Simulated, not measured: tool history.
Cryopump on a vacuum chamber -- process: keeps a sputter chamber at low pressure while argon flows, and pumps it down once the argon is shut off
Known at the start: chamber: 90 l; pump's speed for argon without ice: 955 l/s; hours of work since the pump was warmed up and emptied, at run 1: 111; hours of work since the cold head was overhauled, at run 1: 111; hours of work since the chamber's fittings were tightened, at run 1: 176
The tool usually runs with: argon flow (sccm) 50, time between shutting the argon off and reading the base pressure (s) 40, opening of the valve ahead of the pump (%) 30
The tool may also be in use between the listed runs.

run,hour,argon flow (sccm),time between shutting the argon off and reading the base pressure (s),opening of the valve ahead of the pump (%),hours of work since the pump was warmed up and emptied,hours of work since the cold head was overhauled,hours of work since the chamber's fittings were tightened,pressure while argon flows (Pa),pressure after the wait (uPa)
1,0.0,50,40,30,111,111,176,0.3009,2.93
2,18.0,36,40,30,121,121,186,0.2150,2.88
3,29.0,36,40,30,127,127,192,0.2153,2.83
4,39.3,36,40,30,133,133,198,0.2164,2.86
5,53.0,50,40,22,141,141,206,0.4087,2.99
6,73.9,50,40,22,152,152,217,0.4049,2.92
7,92.9,37,40,30,163,163,228,0.2225,3.03
8,105.5,37,40,30,170,170,235,0.2219,2.98
9,125.8,50,40,30,182,182,247,0.3004,3.06
10,138.3,50,40,30,189,189,254,0.3005,2.99
11,147.5,50,40,30,194,194,259,0.3022,3.17
12,164.5,50,40,30,203,203,268,0.3004,3.14
13,184.1,50,26,30,215,215,279,0.3010,4.26
14,200.3,50,61,30,224,224,289,0.2998,2.40
15,218.7,50,61,30,234,234,299,0.3015,2.48
16,234.0,50,40,30,243,243,308,0.3003,3.28
17,251.0,50,40,30,252,252,317,0.3029,3.32
18,260.7,50,40,30,258,258,323,0.3013,3.23
19,279.5,43,45,30,268,268,333,0.2607,3.05
20,296.0,91,150,35,278,278,343,0.4714,1.89
21,317.0,32,40,30,289,289,354,0.1938,3.43
22,333.6,32,40,18,299,299,364,0.3174,3.46
23,348.2,34,30,16,307,307,372,0.3845,4.10
24,363.1,50,76,30,315,315,380,0.3014,2.53
25,374.9,30,40,32,322,322,387,0.1712,3.43
26,388.7,80,43,39,330,330,395,0.3763,3.36
27,402.1,69,74,39,337,337,402,0.3258,2.66
28,423.2,26,56,45,349,349,414,0.1075,2.96
29,439.9,50,141,23,359,359,424,0.3938,2.19
30,452.3,24,58,55,366,366,431,0.0822,3.03
31,466.5,24,179,23,374,374,439,0.1894,2.11
32,478.9,28,56,30,381,381,446,0.1712,3.11
33,497.2,32,40,30,391,391,456,0.1947,3.67
34,506.1,32,40,30,396,396,461,0.1932,3.76

Table of differences, measured result less the result of that run with no hidden state. Run-to-run variation is the same in both. Gauge scatter possibly is not:
The tool's hidden condition here consists of: pump's speed, % of a pump's without ice; cold plate's temperature, K; leak into the chamber, uPa l/s; drift of the gauge itself on working_pa, %; drift of the gauge itself on base_upa, %.
run,pressure while argon flows (Pa),pressure after the wait (uPa)
1,+0.0036,+0.53
2,+0.0027,+0.54
3,+0.0028,+0.56
4,+0.0030,+0.57
5,+0.0043,+0.62
6,+0.0045,+0.63
7,+0.0036,+0.67
8,+0.0036,+0.68
9,+0.0051,+0.73
10,+0.0053,+0.74
11,+0.0055,+0.78
12,+0.0056,+0.80
13,+0.0059,+0.83
14,+0.0060,+0.83
15,+0.0063,+0.89
16,+0.0065,+0.93
17,+0.0067,+0.96
18,+0.0068,+0.95
19,+0.0061,+0.98
20,+0.0133,+1.01
21,+0.0049,+1.09
22,+0.0050,+1.10
23,+0.0055,+1.11
24,+0.0081,+1.16
25,+0.0050,+1.14
26,+0.0137,+1.19
27,+0.0121,+1.23
28,+0.0047,+1.24
29,+0.0093,+1.31
30,+0.0046,+1.32
31,+0.0046,+1.35
32,+0.0056,+1.37
33,+0.0065,+1.37
34,+0.0065,+1.43

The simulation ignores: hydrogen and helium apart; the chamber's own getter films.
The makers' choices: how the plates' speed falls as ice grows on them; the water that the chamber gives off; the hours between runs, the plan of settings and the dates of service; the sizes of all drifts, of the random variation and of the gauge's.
